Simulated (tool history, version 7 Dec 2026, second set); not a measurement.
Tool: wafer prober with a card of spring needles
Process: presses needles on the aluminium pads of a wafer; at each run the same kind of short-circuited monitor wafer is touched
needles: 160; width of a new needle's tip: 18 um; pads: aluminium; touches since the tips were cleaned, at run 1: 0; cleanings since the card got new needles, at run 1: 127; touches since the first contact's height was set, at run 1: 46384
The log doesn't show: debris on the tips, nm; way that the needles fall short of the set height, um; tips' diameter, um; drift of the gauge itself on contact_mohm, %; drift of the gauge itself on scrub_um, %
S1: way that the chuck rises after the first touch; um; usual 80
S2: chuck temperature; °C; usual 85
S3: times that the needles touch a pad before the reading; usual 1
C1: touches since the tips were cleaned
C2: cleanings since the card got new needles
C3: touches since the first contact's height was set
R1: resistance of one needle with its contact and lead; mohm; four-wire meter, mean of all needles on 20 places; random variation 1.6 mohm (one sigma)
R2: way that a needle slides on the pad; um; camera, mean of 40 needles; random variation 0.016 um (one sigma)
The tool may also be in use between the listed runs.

{"run": 1, "hour": 0.0, "S1": 80, "S2": 85, "S3": 1, "C1": 0, "C2": 127, "C3": 46384, "R1": 154, "R2": 17.62}
{"hour": 13.3, "done": "tips cleaned on abrasive film"}
{"hour": 26.3, "done": "tips cleaned on abrasive film"}
{"hour": 37.8, "done": "tips cleaned on abrasive film"}
{"run": 2, "hour": 37.8, "S1": 80, "S2": 85, "S3": 1, "C1": 0, "C2": 130, "C3": 58424, "R1": 156, "R2": 17.59}
{"hour": 51.1, "done": "tips cleaned on abrasive film"}
{"hour": 64.0, "done": "tips cleaned on abrasive film"}
{"hour": 76.7, "done": "tips cleaned on abrasive film"}
{"run": 3, "hour": 79.5, "S1": 85, "S2": 85, "S3": 1, "C1": 915, "C2": 133, "C3": 71738, "R1": 163, "R2": 18.65}
{"hour": 85.1, "done": "height of the first contact set anew"}
{"hour": 87.8, "done": "tips cleaned on abrasive film"}
{"hour": 100.6, "done": "tips cleaned on abrasive film"}
{"hour": 113.5, "done": "tips cleaned on abrasive film"}
{"run": 4, "hour": 113.6, "S1": 85, "S2": 85, "S3": 1, "C1": 25, "C2": 136, "C3": 9053, "R1": 152, "R2": 18.86}
{"hour": 124.2, "done": "tips cleaned on abrasive film"}
{"hour": 136.1, "done": "tips cleaned on abrasive film"}
{"run": 5, "hour": 136.1, "S1": 85, "S2": 85, "S3": 1, "C1": 0, "C2": 138, "C3": 16217, "R1": 153, "R2": 18.87}
{"hour": 148.1, "done": "tips cleaned on abrasive film"}
{"hour": 158.8, "done": "tips cleaned on abrasive film"}
{"run": 6, "hour": 164.0, "S1": 80, "S2": 85, "S3": 1, "C1": 1666, "C2": 140, "C3": 25105, "R1": 171, "R2": 17.69}
{"hour": 171.8, "done": "tips cleaned on abrasive film"}
{"hour": 184.5, "done": "tips cleaned on abrasive film"}
{"hour": 195.1, "done": "tips cleaned on abrasive film"}
{"hour": 203.0, "done": "tips cleaned on abrasive film, once more"}
{"run": 7, "hour": 209.2, "S1": 89, "S2": 85, "S3": 1, "C1": 2006, "C2": 144, "C3": 39521, "R1": 166, "R2": 19.66}
{"hour": 214.6, "done": "tips cleaned on abrasive film"}
{"hour": 227.8, "done": "tips cleaned on abrasive film"}
{"hour": 240.6, "done": "tips cleaned on abrasive film"}
{"run": 8, "hour": 247.9, "S1": 80, "S2": 85, "S3": 1, "C1": 2327, "C2": 147, "C3": 51839, "R1": 176, "R2": 17.63}
{"hour": 253.2, "done": "tips cleaned on abrasive film"}
{"hour": 266.2, "done": "tips cleaned on abrasive film"}
{"hour": 277.3, "done": "tips cleaned on abrasive film"}
{"run": 9, "hour": 277.3, "S1": 80, "S2": 85, "S3": 1, "C1": 0, "C2": 150, "C3": 61195, "R1": 159, "R2": 17.56}
{"hour": 289.0, "done": "tips cleaned on abrasive film"}
{"run": 10, "hour": 297.7, "S1": 77, "S2": 85, "S3": 3, "C1": 2786, "C2": 151, "C3": 67707, "R1": 166, "R2": 16.9}
{"hour": 300.4, "done": "tips cleaned on abrasive film"}
{"hour": 311.1, "done": "tips cleaned on abrasive film"}
{"hour": 316.6, "done": "height of the first contact set anew"}
{"hour": 324.6, "done": "tips cleaned on abrasive film"}
{"hour": 337.6, "done": "tips cleaned on abrasive film"}
{"run": 11, "hour": 344.8, "S1": 77, "S2": 85, "S3": 3, "C1": 2327, "C2": 155, "C3": 8993, "R1": 164, "R2": 17.12}

Forecast run 12:
{"hour": 349.8, "done": "tips cleaned on abrasive film"}
{"hour": 360.4, "done": "tips cleaned on abrasive film"}
{"hour": 371.1, "done": "tips cleaned on abrasive film"}
{"run": 12, "hour": 378.1, "S1": 69, "S2": 60, "S3": 3, "C1": 2243, "C2": 158, "C3": 19570, "R1": "?", "R2": "?"}

Run 12 gave R1 164 mohm, R2 15.27 um.
Without the tool's hidden state the same run would have given R1 151 mohm, R2 15.33 um.
